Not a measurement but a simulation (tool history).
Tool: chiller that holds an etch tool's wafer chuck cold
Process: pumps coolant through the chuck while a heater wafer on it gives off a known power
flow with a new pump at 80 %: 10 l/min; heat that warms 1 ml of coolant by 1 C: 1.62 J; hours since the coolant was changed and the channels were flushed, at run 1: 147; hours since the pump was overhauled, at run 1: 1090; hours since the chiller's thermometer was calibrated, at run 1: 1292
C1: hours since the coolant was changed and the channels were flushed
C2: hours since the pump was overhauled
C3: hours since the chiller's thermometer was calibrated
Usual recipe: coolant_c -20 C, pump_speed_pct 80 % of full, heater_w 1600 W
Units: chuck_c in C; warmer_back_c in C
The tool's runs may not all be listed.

run 1 hour=0 | coolant_c=-20 pump_speed_pct=80 heater_w=1600 | C1=147 C2=1090 C3=1292 | chuck_c=-4 warmer_back_c=5.92
run 2 hour=17.6 | coolant_c=-20 pump_speed_pct=80 heater_w=1600 | C1=164 C2=1107 C3=1310 | chuck_c=-4.2 warmer_back_c=5.96
run 3 hour=38 | coolant_c=-20 pump_speed_pct=63 heater_w=1600 | C1=185 C2=1128 C3=1330 | chuck_c=-0.1 warmer_back_c=7.72
run 4 hour=69.5 | coolant_c=-20 pump_speed_pct=63 heater_w=1600 | C1=216 C2=1159 C3=1362 | chuck_c=0 warmer_back_c=7.65
run 5 hour=84.9 | coolant_c=-20 pump_speed_pct=63 heater_w=1600 | C1=231 C2=1174 C3=1377 | chuck_c=0.1 warmer_back_c=7.65
run 6 hour=115.1 | coolant_c=-20 pump_speed_pct=80 heater_w=1600 | C1=262 C2=1205 C3=1407 | chuck_c=-4.1 warmer_back_c=5.87
run 7 hour=145.7 | coolant_c=-20 pump_speed_pct=81 heater_w=1600 | C1=292 C2=1235 C3=1438 | chuck_c=-4.5 warmer_back_c=5.8
run 8 hour=172.3 | coolant_c=-20 pump_speed_pct=80 heater_w=1600 | C1=319 C2=1262 C3=1464 | chuck_c=-4 warmer_back_c=5.87
run 9 hour=202.2 | coolant_c=-20 pump_speed_pct=80 heater_w=1600 | C1=349 C2=1292 C3=1494 | chuck_c=-4.2 warmer_back_c=5.87
run 10 hour=235.8 | coolant_c=-20 pump_speed_pct=68 heater_w=1600 | C1=382 C2=1325 C3=1528 | chuck_c=-1.3 warmer_back_c=6.96
run 11 hour=259.9 | coolant_c=-20 pump_speed_pct=68 heater_w=1600 | C1=406 C2=1349 C3=1552 | chuck_c=-1.4 warmer_back_c=7.06
run 12 hour=281.6 | coolant_c=-20 pump_speed_pct=68 heater_w=1600 | C1=428 C2=1371 C3=1574 | chuck_c=-1.4 warmer_back_c=6.99
run 13 hour=303.4 | coolant_c=-20 pump_speed_pct=68 heater_w=1600 | C1=450 C2=1393 C3=1595 | chuck_c=-1.5 warmer_back_c=6.96
run 14 hour=330.7 | coolant_c=-20 pump_speed_pct=68 heater_w=1600 | C1=477 C2=1420 C3=1623 | chuck_c=-1.3 warmer_back_c=7
run 15 hour=359.7 | coolant_c=-20 pump_speed_pct=68 heater_w=2273 | C1=506 C2=1449 C3=1652 | chuck_c=6.2 warmer_back_c=10.02
run 16 hour=381 | coolant_c=-20 pump_speed_pct=68 heater_w=2273 | C1=528 C2=1471 C3=1673 | chuck_c=6.4 warmer_back_c=9.95
run 17 hour=415.2 | coolant_c=-20 pump_speed_pct=68 heater_w=2273 | C1=562 C2=1505 C3=1707 | chuck_c=6.5 warmer_back_c=9.97
run 18 hour=451 | coolant_c=-21 pump_speed_pct=82 heater_w=1403 | C1=597 C2=1541 C3=1743 | chuck_c=-7.5 warmer_back_c=4.91
run 19 hour=488.3 | coolant_c=-20 pump_speed_pct=71 heater_w=1919 | C1=635 C2=1578 C3=1780 | chuck_c=1.3 warmer_back_c=7.95
run 20 hour=511.9 | coolant_c=-20 pump_speed_pct=71 heater_w=1919 | C1=658 C2=1601 C3=1804 | chuck_c=1.4 warmer_back_c=7.88
run 21 hour=529.7 | coolant_c=-22 pump_speed_pct=80 heater_w=1445 | C1=676 C2=1619 C3=1822 | chuck_c=-7.8 warmer_back_c=5.25
run 22 hour=559.3 | coolant_c=-22 pump_speed_pct=80 heater_w=1445 | C1=706 C2=1649 C3=1851 | chuck_c=-7.7 warmer_back_c=5.2
run 23 hour=578.8 | coolant_c=-22 pump_speed_pct=80 heater_w=1445 | C1=725 C2=1668 C3=1871 | chuck_c=-7.5 warmer_back_c=5.29
run 24 hour=598.4 | coolant_c=-22 pump_speed_pct=80 heater_w=1445 | C1=745 C2=1688 C3=1890 | chuck_c=-7.6 warmer_back_c=5.19
run 25 hour=622.5 | coolant_c=-20 pump_speed_pct=64 heater_w=1600 | C1=769 C2=1712 C3=1915 | chuck_c=-0.1 warmer_back_c=7.44
run 26 hour=649.9 | coolant_c=-20 pump_speed_pct=64 heater_w=1426 | C1=796 C2=1739 C3=1942 | chuck_c=-2.4 warmer_back_c=6.55
run 27 hour=678 | coolant_c=-20 pump_speed_pct=62 heater_w=1221 | C1=825 C2=1768 C3=1970 | chuck_c=-4.5 warmer_back_c=5.81
run 28 hour=701.7 | coolant_c=-28 pump_speed_pct=74 heater_w=1221 | C1=848 C2=1791 C3=1994 | chuck_c=-14.9 warmer_back_c=4.75
run 29 hour=733.9 | coolant_c=-23 pump_speed_pct=71 heater_w=2072 | C1=880 C2=1823 C3=2026 | chuck_c=-0.3 warmer_back_c=8.55
run 30 hour=751 | coolant_c=-23 pump_speed_pct=71 heater_w=2072 | C1=898 C2=1841 C3=2043 | chuck_c=0.1 warmer_back_c=8.59
run 31 hour=770.1 | coolant_c=-23 pump_speed_pct=93 heater_w=1046 | C1=917 C2=1860 C3=2062 | chuck_c=-13.9 warmer_back_c=3.09
run 32 hour=792.5 | coolant_c=-23 pump_speed_pct=93 heater_w=1046 | C1=939 C2=1882 C3=2085 | chuck_c=-14.1 warmer_back_c=3.04
run 33 hour=811.8 | coolant_c=-20 pump_speed_pct=92 heater_w=1600 | C1=958 C2=1901 C3=2104 | chuck_c=-6.1 warmer_back_c=4.82

What if the next run were any one of these 3? Each begins from the tool's condition after run 33:
run A hour=845.9 | coolant_c=-12 pump_speed_pct=64 heater_w=1761 | C1=992 C2=1935 C3=2138 | chuck_c=? warmer_back_c=?
run B hour=845.9 | coolant_c=-20 pump_speed_pct=80 heater_w=1415 | C1=992 C2=1935 C3=2138 | chuck_c=? warmer_back_c=?
run C hour=845.9 | coolant_c=-20 pump_speed_pct=65 heater_w=1600 | C1=992 C2=1935 C3=2138 | chuck_c=? warmer_back_c=?

run=A chuck_c=9.7 warmer_back_c=8.1
run=B chuck_c=-6 warmer_back_c=5.03
run=C chuck_c=-0.5 warmer_back_c=7.24
Stripped of hidden state, with their random variation kept, the same runs would have yielded:
run=A chuck_c=9.7 warmer_back_c=8.33
run=B chuck_c=-6 warmer_back_c=5.25
run=C chuck_c=-0.5 warmer_back_c=7.46
